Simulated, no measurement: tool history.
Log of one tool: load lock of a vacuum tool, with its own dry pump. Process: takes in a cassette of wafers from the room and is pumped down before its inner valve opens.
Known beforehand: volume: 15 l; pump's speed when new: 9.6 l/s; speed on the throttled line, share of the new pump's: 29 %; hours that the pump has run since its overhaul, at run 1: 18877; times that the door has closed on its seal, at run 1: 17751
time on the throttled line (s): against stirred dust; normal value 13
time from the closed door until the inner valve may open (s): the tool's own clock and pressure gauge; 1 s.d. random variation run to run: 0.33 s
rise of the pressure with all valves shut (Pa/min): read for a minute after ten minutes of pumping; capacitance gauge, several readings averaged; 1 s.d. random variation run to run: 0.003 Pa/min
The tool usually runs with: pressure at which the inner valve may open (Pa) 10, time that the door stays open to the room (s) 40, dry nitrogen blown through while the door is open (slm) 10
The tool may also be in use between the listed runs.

run,day,time on the throttled line (s),pressure at which the inner valve may open (Pa),time that the door stays open to the room (s),dry nitrogen blown through while the door is open (slm),hours that the pump has run since its overhaul,times that the door has closed on its seal,"incoming humidity of the room's air, %",time from the closed door until the inner valve may open (s),rise of the pressure with all valves shut (Pa/min)
1,0.000,13,10,40,10,18877,17751,44.2,27.0,0.095
2,25.292,13,10,40,10,19484,18798,49.9,27.8,0.103
3,42.488,13,10,48,10,19896,19510,44.2,27.8,0.105
4,54.362,13,10,99,10,20181,20002,45.0,27.6,0.123
5,69.225,13,15,40,10,20538,20618,42.7,26.4,0.103
6,80.000,13,13,40,10,20796,21064,44.8,26.9,0.113
7,101.938,13,13,40,10,21323,21973,43.9,27.5,0.114
# day 115.258: dry pump taken out, an overhauled one fitted
8,118.562,13,13,40,10,79,22651,44.9,23.5,0.112
9,141.117,13,13,40,10,621,23585,44.0,23.3,0.115
10,162.900,13,13,40,10,1143,24487,43.7,23.3,0.123
11,183.738,13,10,72,10,1644,25350,45.6,23.9,0.142
12,198.625,13,10,72,10,2001,25967,44.8,24.2,0.144
13,210.325,13,7,72,10,2282,26451,44.9,25.0,0.137
14,221.617,13,7,72,10,2553,26919,45.8,24.5,0.139
15,242.758,13,7,72,10,3060,27795,43.3,24.2,0.141
16,262.421,13,10,40,23,3532,28609,41.4,24.8,0.120
17,276.517,13,10,40,23,3870,29193,46.4,24.4,0.130
18,299.117,13,10,40,23,4413,30129,45.4,25.0,0.135
19,317.429,13,10,179,23,4852,30887,45.0,24.7,0.154
20,338.862,13,10,179,23,5367,31775,45.0,24.9,0.155
21,362.021,11,20,40,8,5922,32734,45.3,22.3,0.160
22,373.288,15,10,116,16,6193,33201,43.5,26.8,0.169
23,391.308,15,10,116,16,6625,33947,44.6,26.5,0.167
24,409.646,19,10,160,16,7065,34707,44.7,29.3,0.182
25,425.312,13,18,65,17,7441,35356,43.1,23.9,0.169
26,440.500,13,10,40,14,7806,35985,41.8,25.2,0.166
27,460.204,7,9,146,10,8279,36801,40.7,21.0,0.196
28,481.462,7,9,146,10,8789,37681,46.2,21.4,0.208
29,495.708,7,9,146,10,9131,38271,47.9,21.4,0.217
30,509.408,13,10,232,10,9460,38839,44.1,25.4,0.221
31,525.696,12,8,26,13,9851,39513,43.5,24.6,0.184
32,543.471,12,10,66,10,10277,40250,44.7,24.8,0.206
33,558.292,13,9,40,4,10633,40863,45.7,25.8,0.223
34,575.938,13,9,40,4,11056,41594,42.9,25.6,0.217
35,594.608,6,10,50,10,11504,42367,45.2,20.8,0.214
36,607.858,6,7,50,9,11822,42916,42.4,22.2,0.216
37,629.933,6,7,50,22,12352,43831,44.3,22.1,0.214

Below are 4 alternative next runs, each starting from the tool's condition after run 37. Predict each:
A,650.142,13,18,40,10,12837,44668,48.9,?,?
B,650.142,8,10,40,10,12837,44668,47.3,?,?
C,650.142,6,13,64,22,12837,44668,48.9,?,?
D,650.142,13,10,38,10,12837,44668,42.7,?,?

run,time from the closed door until the inner valve may open (s),rise of the pressure with all valves shut (Pa/min)
A,25.2,0.230
B,23.0,0.225
C,20.3,0.215
D,26.2,0.222
With no hidden state in the tool, these same runs would have given:
run,time from the closed door until the inner valve may open (s),rise of the pressure with all valves shut (Pa/min)
A,23.2,0.060
B,20.6,0.056
C,17.9,0.044
D,24.0,0.050
